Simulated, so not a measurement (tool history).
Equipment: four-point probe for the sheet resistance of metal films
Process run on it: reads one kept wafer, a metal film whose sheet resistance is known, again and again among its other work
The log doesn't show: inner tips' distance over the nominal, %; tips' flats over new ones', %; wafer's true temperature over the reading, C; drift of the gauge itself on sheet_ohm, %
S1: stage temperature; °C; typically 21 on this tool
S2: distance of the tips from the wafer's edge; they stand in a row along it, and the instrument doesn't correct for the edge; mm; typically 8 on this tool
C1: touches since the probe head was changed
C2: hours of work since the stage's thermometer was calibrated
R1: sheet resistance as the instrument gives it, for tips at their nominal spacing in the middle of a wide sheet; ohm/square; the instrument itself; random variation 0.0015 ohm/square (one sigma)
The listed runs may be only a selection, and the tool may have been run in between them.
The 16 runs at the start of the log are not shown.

Run 17, hour 236.2: usual settings but S1 24 °C; C1 38716; C2 1024. Result: R1 7.363195 ohm/square.
Run 18, hour 257.6: usual settings; C1 39602; C2 1041. Result: R1 7.362083 ohm/square.
Run 19, hour 274.2: usual settings; C1 40287; C2 1053. Result: R1 7.360148 ohm/square.
Run 20, hour 294.1: usual settings but S1 19 °C; C1 41109; C2 1069. Result: R1 7.360717 ohm/square.
Run 21, hour 309.7: usual settings but S1 25 °C; C1 41755; C2 1081. Result: R1 7.368376 ohm/square.
Run 22, hour 321.2: usual settings but S1 25 °C; C1 42231; C2 1090. Result: R1 7.367725 ohm/square.
Run 23, hour 339.5: usual settings but S1 25 °C, S2 25 mm; C1 42987; C2 1104. Result: R1 7.346517 ohm/square.
Run 24, hour 348.8: usual settings but S1 31 °C; C1 43373; C2 1111. Result: R1 7.376903 ohm/square.
Run 25, hour 360.1: usual settings but S1 31 °C; C1 43839; C2 1120. Result: R1 7.376299 ohm/square.
Run 26, hour 376.7: usual settings but S2 3 mm; C1 44524; C2 1132. Result: R1 7.512298 ohm/square.
Run 27, hour 385.8: usual settings but S1 20 °C, S2 41 mm; C1 44900; C2 1139. Result: R1 7.337677 ohm/square.
Run 28, hour 399.2: usual settings but S1 20 °C, S2 41 mm; C1 45454; C2 1150. Result: R1 7.340112 ohm/square.
Run 29, hour 414.1: usual settings but S1 24 °C, S2 6 mm; C1 46069; C2 1161. Result: R1 7.385572 ohm/square.
Run 30, hour 432.2: usual settings but S1 28 °C, S2 21 mm; C1 46819; C2 1175. Result: R1 7.352881 ohm/square.
Run 31, hour 451.7: usual settings but S1 24 °C, S2 30 mm; C1 47623; C2 1190. Result: R1 7.348104 ohm/square.
Run 32, hour 468.7: usual settings but S1 19 °C; C1 48329; C2 1204. Result: R1 7.360854 ohm/square.
Run 33, hour 484.5: usual settings but S1 23 °C, S2 70 mm; C1 48981; C2 1216. Result: R1 7.341201 ohm/square.
At hour 492.4: stage's thermometer calibrated.
Run 34, hour 504.9: usual settings but S1 23 °C, S2 70 mm; C1 49801; C2 10. Result: R1 7.353846 ohm/square.
Run 35, hour 519.2: usual settings but S1 27 °C, S2 26 mm; C1 50395; C2 21. Result: R1 7.362472 ohm/square.
Run 36, hour 535.5: usual settings but S1 33 °C, S2 30 mm; C1 51069; C2 33. Result: R1 7.368064 ohm/square.
Run 37, hour 555.4: usual settings but S1 20 °C, S2 29 mm; C1 51891; C2 49. Result: R1 7.351124 ohm/square.
Run 38, hour 565.4: usual settings but S1 20 °C, S2 37 mm; C1 52301; C2 56. Result: R1 7.352102 ohm/square.
Run 39, hour 587.6: usual settings but S1 20 °C, S2 37 mm; C1 53219; C2 73. Result: R1 7.353699 ohm/square.
Run 40, hour 606.4: usual settings but S1 24 °C, S2 37 mm; C1 53997; C2 88. Result: R1 7.358393 ohm/square.
Run 41, hour 628: usual settings but S1 28 °C, S2 16 mm; C1 54890; C2 105. Result: R1 7.369336 ohm/square.

Branching from run 41: 4 alternative next runs. What would each branch give?
Run A, hour 646.5: usual settings but S1 20 °C, S2 45 mm; C1 55654; C2 119. Result: R1 ?.
Run B, hour 646.5: usual settings but S1 28 °C, S2 65 mm; C1 55654; C2 119. Result: R1 ?.
Run C, hour 646.5: usual settings but S2 48 mm; C1 55654; C2 119. Result: R1 ?.
Run D, hour 646.5: usual settings but S1 33 °C, S2 9 mm; C1 55654; C2 119. Result: R1 ?.

run        R1
  A  7.350673
  B  7.363394
  C  7.355758
  D  7.387691
Stripped of hidden state, with their random variation kept, the same runs would have yielded:
run        R1
  A  7.290977
  B  7.303589
  C   7.29602
  D  7.327698
